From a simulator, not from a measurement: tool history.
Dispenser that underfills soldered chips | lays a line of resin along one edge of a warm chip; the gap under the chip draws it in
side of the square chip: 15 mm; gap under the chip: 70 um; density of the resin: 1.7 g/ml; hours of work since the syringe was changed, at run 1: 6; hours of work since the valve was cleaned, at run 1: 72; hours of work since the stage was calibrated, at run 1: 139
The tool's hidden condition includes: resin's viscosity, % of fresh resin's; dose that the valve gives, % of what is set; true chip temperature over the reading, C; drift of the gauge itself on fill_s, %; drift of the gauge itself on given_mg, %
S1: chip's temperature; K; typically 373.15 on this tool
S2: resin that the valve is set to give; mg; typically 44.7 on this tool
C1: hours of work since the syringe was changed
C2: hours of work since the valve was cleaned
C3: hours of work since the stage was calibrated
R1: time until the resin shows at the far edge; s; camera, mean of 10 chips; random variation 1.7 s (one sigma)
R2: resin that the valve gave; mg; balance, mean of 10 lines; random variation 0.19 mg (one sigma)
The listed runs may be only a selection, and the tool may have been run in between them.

run 1 day=0.000 | S1=373.15 S2=44.7 | C1=6 C2=72 C3=139 | R1=253.1 R2=43.24
-- day=0.079 new syringe of resin
run 2 day=0.146 | S1=373.15 S2=44.7 | C1=1 C2=74 C3=142 | R1=178.8 R2=43.15
run 3 day=0.342 | S1=373.15 S2=44.7 | C1=5 C2=78 C3=145 | R1=231.0 R2=43.25
-- day=0.500 new syringe of resin
run 4 day=0.546 | S1=373.15 S2=44.7 | C1=1 C2=81 C3=149 | R1=169.7 R2=42.94
run 5 day=0.696 | S1=373.15 S2=44.7 | C1=4 C2=84 C3=152 | R1=206.3 R2=42.98
-- day=0.917 new syringe of resin
run 6 day=0.925 | S1=373.15 S2=44.7 | C1=0 C2=88 C3=156 | R1=160.6 R2=42.44
run 7 day=1.092 | S1=382.15 S2=44.7 | C1=3 C2=91 C3=159 | R1=143.8 R2=42.88
run 8 day=1.275 | S1=382.15 S2=44.7 | C1=7 C2=95 C3=162 | R1=182.6 R2=42.68
-- day=1.333 new syringe of resin
run 9 day=1.483 | S1=370.15 S2=41.4 | C1=3 C2=98 C3=166 | R1=223.9 R2=39.17
run 10 day=1.596 | S1=370.15 S2=41.4 | C1=5 C2=100 C3=168 | R1=259.9 R2=39.42
-- day=1.750 new syringe of resin
run 11 day=1.792 | S1=361.15 S2=57.6 | C1=1 C2=104 C3=171 | R1=278.3 R2=54.77
run 12 day=1.954 | S1=383.15 S2=57.6 | C1=4 C2=107 C3=174 | R1=140.9 R2=54.68
-- day=2.162 new syringe of resin
run 13 day=2.179 | S1=383.15 S2=57.6 | C1=0 C2=110 C3=178 | R1=110.9 R2=54.44
run 14 day=2.333 | S1=383.15 S2=57.6 | C1=3 C2=113 C3=181 | R1=133.7 R2=54.54
run 15 day=2.542 | S1=384.15 S2=52.1 | C1=7 C2=117 C3=185 | R1=167.1 R2=49.24

Branching from run 15: 3 alternative next runs. What would each branch give?
-- day=2.583 new syringe of resin
run A day=2.738 | S1=384.15 S2=48.4 | C1=3 C2=121 C3=188 | R1=? R2=?
-- day=2.583 new syringe of resin
run B day=2.738 | S1=384.15 S2=40.3 | C1=3 C2=121 C3=188 | R1=? R2=?
-- day=2.583 new syringe of resin
run C day=2.738 | S1=382.15 S2=43.9 | C1=3 C2=121 C3=188 | R1=? R2=?

run=A R1=124.3 R2=45.33
run=B R1=131.6 R2=38.11
run=C R1=137.3 R2=41.10
Stripped of hidden state, with their random variation kept, the same runs would have yielded:
run=A R1=105.6 R2=48.18
run=B R1=111.2 R2=40.51
run=C R1=116.4 R2=43.68
